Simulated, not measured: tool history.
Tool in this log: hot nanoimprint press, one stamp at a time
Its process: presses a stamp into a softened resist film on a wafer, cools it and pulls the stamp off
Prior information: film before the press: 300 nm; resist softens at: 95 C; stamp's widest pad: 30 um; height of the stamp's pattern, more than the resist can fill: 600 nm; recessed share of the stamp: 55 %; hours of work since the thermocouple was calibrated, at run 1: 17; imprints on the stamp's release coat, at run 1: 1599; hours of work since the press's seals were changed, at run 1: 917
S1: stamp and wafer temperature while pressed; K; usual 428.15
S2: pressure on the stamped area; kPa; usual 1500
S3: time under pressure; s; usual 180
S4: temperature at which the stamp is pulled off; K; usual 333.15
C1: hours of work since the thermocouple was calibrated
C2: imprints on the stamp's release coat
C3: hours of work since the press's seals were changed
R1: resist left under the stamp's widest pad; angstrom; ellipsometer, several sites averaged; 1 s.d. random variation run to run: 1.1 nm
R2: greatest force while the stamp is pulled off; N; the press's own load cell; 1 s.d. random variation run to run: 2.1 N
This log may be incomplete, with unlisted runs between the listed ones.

run	hour	S1	S2	S3	S4	C1	C2	C3	R1	R2
1	0	428.15	1500	180	333.15	17	1599	917	1647	121
2	49.3	428.15	1500	180	333.15	38	1714	939	1645	134
3	77.8	428.15	1500	100	333.15	51	1781	952	1942	128
4	123.7	428.15	1500	100	333.15	71	1888	972	1977	134
5	164.1	428.15	1500	180	333.15	88	1983	989	1665	136
6	195	428.15	1500	180	333.15	102	2055	1003	1690	140
7	224	428.15	1500	180	333.15	115	2123	1015	1688	142
8	258.3	428.15	1500	330	333.15	130	2203	1030	1410	147
# hour 276.6: stamp cleaned and given a new release coat
9	294.4	428.15	1500	90	333.15	143	42	1044	2034	96
10	331.1	428.15	1500	90	333.15	159	128	1060	2035	96
11	365.6	428.15	1500	90	333.15	174	208	1075	2060	104
12	409.1	428.15	1500	180	333.15	193	310	1094	1712	100
# hour 428: press's hydraulic seals changed and the load cell set to zero
13	462.3	428.15	1250	180	333.15	213	416	15	1818	107
14	484	428.15	1250	180	333.15	222	467	24	1861	103
15	534.4	428.15	1500	180	333.15	244	585	47	1710	109
16	584.7	428.15	1500	157	333.15	266	703	69	1779	109
17	633.3	428.15	1870	180	324.15	288	817	90	1546	137
18	674	438.15	1440	197	320.15	305	912	108	1125	160
# hour 716.8: plate thermocouple calibrated
19	730.5	438.15	1500	242	333.15	6	1037	131	959	113
20	756.3	438.15	1500	242	333.15	17	1097	142	959	114
21	799.9	438.15	1500	134	333.15	36	1199	161	1178	116
22	823.5	438.15	1500	124	333.15	47	1255	172	1203	116
23	845.7	438.15	1500	124	333.15	56	1307	181	1224	117
24	870.1	428.15	1500	157	333.15	67	1364	192	1686	123
25	922.8	428.15	1500	157	333.15	90	1487	215	1690	124
26	955.3	428.15	1500	180	321.15	104	1563	229	1637	161
27	986.2	439.15	2130	102	332.15	118	1635	243	1019	132
28	1018.1	428.15	1500	233	333.15	132	1710	257	1512	132
29	1054.2	428.15	1500	233	333.15	148	1795	273	1534	129

Below are 4 alternative next runs, each starting from the tool's condition after run 29. Predict each:
A	1080.7	428.15	1500	302	339.15	159	1857	284	?	?
B	1080.7	428.15	1500	233	326.15	159	1857	284	?	?
C	1080.7	422.15	1500	233	333.15	159	1857	284	?	?
D	1080.7	437.15	1300	233	338.15	159	1857	284	?	?

run	R1	R2
A	1418	109
B	1539	158
C	1979	132
D	1127	116
The same runs, with their run-to-run variation unchanged, on a tool lacking any hidden condition would have given:
run	R1	R2
A	1371	76
B	1489	112
C	1921	93
D	1092	82
